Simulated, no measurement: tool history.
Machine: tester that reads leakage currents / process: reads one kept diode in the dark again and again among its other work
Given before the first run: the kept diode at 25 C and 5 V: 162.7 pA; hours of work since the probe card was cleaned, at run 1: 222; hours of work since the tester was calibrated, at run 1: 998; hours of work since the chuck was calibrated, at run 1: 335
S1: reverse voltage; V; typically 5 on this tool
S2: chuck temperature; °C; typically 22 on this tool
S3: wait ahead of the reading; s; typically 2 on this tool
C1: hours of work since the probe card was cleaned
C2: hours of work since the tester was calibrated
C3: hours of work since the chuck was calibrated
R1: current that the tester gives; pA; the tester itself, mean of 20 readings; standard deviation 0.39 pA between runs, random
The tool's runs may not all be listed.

run 1 day=0 | S1=5 S2=22 S3=2 | C1=222 C2=998 C3=335 | R1=127.97
run 2 day=2.238 | S1=5 S2=22 S3=2 | C1=255 C2=1031 C3=369 | R1=128.35
run 3 day=6.85 | S1=5 S2=22 S3=2 | C1=324 C2=1100 C3=438 | R1=127.5
run 4 day=11.812 | S1=5 S2=22 S3=2 | C1=398 C2=1174 C3=512 | R1=127.86
run 5 day=14.046 | S1=5 S2=22 S3=2 | C1=431 C2=1207 C3=545 | R1=127.16
run 6 day=16.683 | S1=5 S2=22 S3=2 | C1=471 C2=1247 C3=584 | R1=128.32
run 7 day=21.533 | S1=5 S2=22 S3=2 | C1=543 C2=1319 C3=657 | R1=127.73
run 8 day=25.862 | S1=5 S2=22 S3=2 | C1=607 C2=1383 C3=721 | R1=127.63
run 9 day=30.767 | S1=17.17 S2=28 S3=3.61 | C1=681 C2=1457 C3=794 | R1=409.55
run 10 day=34.342 | S1=5 S2=47 S3=2 | C1=734 C2=1510 C3=848 | R1=851.28
run 11 day=37.967 | S1=5 S2=47 S3=2 | C1=788 C2=1564 C3=902 | R1=850.08
run 12 day=40.454 | S1=5 S2=47 S3=0.78 | C1=825 C2=1601 C3=939 | R1=857.24
run 13 day=44.962 | S1=5 S2=47 S3=0.78 | C1=892 C2=1668 C3=1006 | R1=858.96
run 14 day=49.542 | S1=6.41 S2=32 S3=2 | C1=961 C2=1737 C3=1074 | R1=327.19
-- day=51.171 chuck's temperature calibrated
run 15 day=52.583 | S1=5.39 S2=32 S3=0.42 | C1=1005 C2=1781 C3=21 | R1=295.41

Selected run-to-run steps in R1, each split into two signed amounts: the part the tool would show with no hidden state at all (from settings, incoming material and random variation), and the remainder, which goes to the hidden state together with any gauge scatter not common to the measured and the hidden-state-free results:
Hidden state at play: stray current of the dirty probe card, pA a volt; current scale over the true one, %; true chuck temperature over the reading, C; drift of the gauge itself on leakage_pa, %.
Run 13 -> 14: S1 5 -> 6.41, S2 47 -> 32, S3 0.78 -> 2. R1 -531.77 pA: hidden state -0.27, all else -531.5.
